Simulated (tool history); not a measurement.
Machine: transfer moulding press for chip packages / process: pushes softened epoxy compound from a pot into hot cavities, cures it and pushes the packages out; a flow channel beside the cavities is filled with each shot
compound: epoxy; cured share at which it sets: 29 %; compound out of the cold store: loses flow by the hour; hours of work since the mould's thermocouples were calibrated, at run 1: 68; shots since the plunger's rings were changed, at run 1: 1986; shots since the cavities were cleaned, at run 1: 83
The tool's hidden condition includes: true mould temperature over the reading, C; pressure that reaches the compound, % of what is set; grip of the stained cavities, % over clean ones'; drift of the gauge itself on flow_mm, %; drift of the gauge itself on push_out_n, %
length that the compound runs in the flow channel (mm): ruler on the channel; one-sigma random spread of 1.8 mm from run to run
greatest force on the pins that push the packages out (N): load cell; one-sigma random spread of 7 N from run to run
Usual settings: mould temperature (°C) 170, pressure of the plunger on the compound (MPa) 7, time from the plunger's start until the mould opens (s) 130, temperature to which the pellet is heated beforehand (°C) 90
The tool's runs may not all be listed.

run   hour  mould temperature (°C)  pressure of the plunger on the compound (MPa)  time from the plunger's start until the mould opens (s)  temperature to which the pellet is heated beforehand (°C)  hours of work since the mould's thermocouples were calibrated  shots since the plunger's rings were changed  shots since the cavities were cleaned  incoming compound's hours out of the cold store  length that the compound runs in the flow channel (mm)  greatest force on the pins that push the packages out (N)
  1      0                     170                                              7                                                      130                                                         90                                                             68                                          1986                                     83                                             25.3                                                     875                                                        313
  2    9.7                     170                                              7                                                      130                                                         90                                                             74                                          2078                                    175                                               42                                                     821                                                        339
  3   16.9                     170                                              7                                                      130                                                        100                                                             78                                          2146                                    243                                             41.8                                                     815                                                        360
  4   26.3                     170                                           6.03                                                      130                                                        100                                                             84                                          2236                                    333                                             36.8                                                     777                                                        369
      38.3  -- cavities cleaned with cleaning compound and waxed
  5   38.6                     170                                           6.03                                                      130                                                        100                                                             91                                          2338                                      3                                               34                                                     783                                                        304
  6   46.8                     170                                           7.34                                                      130                                                        100                                                             96                                          2416                                     81                                             41.9                                                     836                                                        319
  7   58.6                     170                                              7                                                      143                                                         90                                                            103                                          2527                                    192                                             40.9                                                     823                                                        325
  8     73                     170                                              7                                                      130                                                         90                                                            112                                          2665                                    330                                               31                                                     854                                                        397
      84.8  -- cavities cleaned with cleaning compound and waxed
  9   84.9                     170                                              7                                                      169                                                         90                                                            119                                          2763                                      1                                             41.5                                                     817                                                        251
 10   95.3                     170                                           8.61                                                      130                                                         90                                                            125                                          2862                                    100                                             21.2                                                     979                                                        339
      99.9  -- plunger's sealing rings changed
 11  104.7                     170                                           8.61                                                      130                                                         90                                                            130                                            46                                    165                                             47.1                                                     906                                                        333
 12  116.9                     170                                           8.61                                                      130                                                         90                                                            137                                           162                                    281                                             16.4                                                    1014                                                        378
 13  127.2                     172                                           5.94                                                      130                                                         87                                                            143                                           259                                    378                                             33.2                                                     789                                                        383
       134  -- cavities cleaned with cleaning compound and waxed
 14  136.4                     164                                           5.39                                                      157                                                         88                                                            148                                           332                                     22                                               28                                                     781                                                        303
 15  149.8                     167                                           5.39                                                      157                                                         88                                                            157                                           460                                    150                                             20.6                                                     796                                                        332
 16  156.1                     165                                           7.11                                                      148                                                         99                                                            160                                           519                                    209                                             29.2                                                     889                                                        377
 17  170.2                     173                                           6.64                                                      111                                                         99                                                            169                                           653                                    343                                             38.8                                                     810                                                        416
       181  -- cavities cleaned with cleaning compound and waxed
 18  182.9                     178                                           6.64                                                      111                                                         81                                                            176                                           760                                     18                                             34.7                                                     814                                                        294
 19  192.7                     177                                              7                                                      130                                                         97                                                            182                                           852                                    110                                             17.4                                                     897                                                        293
 20  206.9                     172                                           6.03                                                      141                                                         87                                                            191                                           987                                    245                                             34.8                                                     786                                                        337
 21  221.2                     170                                           7.75                                                      141                                                        100                                                            200                                          1123                                    381                                             24.5                                                     932                                                        384
     227.5  -- cavities cleaned with cleaning compound and waxed
 22  229.4                     165                                           6.72                                                      162                                                         90                                                            204                                          1186                                     17                                             24.5                                                     873                                                        277
 23  237.1                     165                                           6.72                                                      162                                                         90                                                            209                                          1260                                     91                                             47.8                                                     800                                                        311
 24    246                     168                                              7                                                      130                                                         90                                                            214                                          1343                                    174                                             24.2                                                     890                                                        369

Predict each of these 5 candidate next runs independently; none follows another, all start after run 24:
  A  260.9                     165                                              7                                                      160                                                         91                                                            224                                          1485                                    316                                             26.2                                                       ?                                                          ?
  B  260.9                     163                                              7                                                      130                                                        100                                                            224                                          1485                                    316                                             35.9                                                       ?                                                          ?
  C  260.9                     170                                           6.78                                                      130                                                         85                                                            224                                          1485                                    316                                             47.9                                                       ?                                                          ?
  D  260.9                     168                                           6.58                                                      152                                                         90                                                            224                                          1485                                    316                                             41.5                                                       ?                                                          ?
  E  260.9                     170                                           8.64                                                      130                                                         90                                                            224                                          1485                                    316                                             25.3                                                       ?                                                          ?

run  length that the compound runs in the flow channel (mm)  greatest force on the pins that push the packages out (N)
  A                                                     886                                                        373
  B                                                     856                                                        511
  C                                                     791                                                        382
  D                                                     805                                                        369
  E                                                     975                                                        402
The same runs, with their run-to-run variation unchanged, on a tool lacking any hidden condition would have given:
run  length that the compound runs in the flow channel (mm)  greatest force on the pins that push the packages out (N)
  A                                                     898                                                        281
  B                                                     868                                                        390
  C                                                     802                                                        288
  D                                                     816                                                        276
  E                                                     988                                                        305
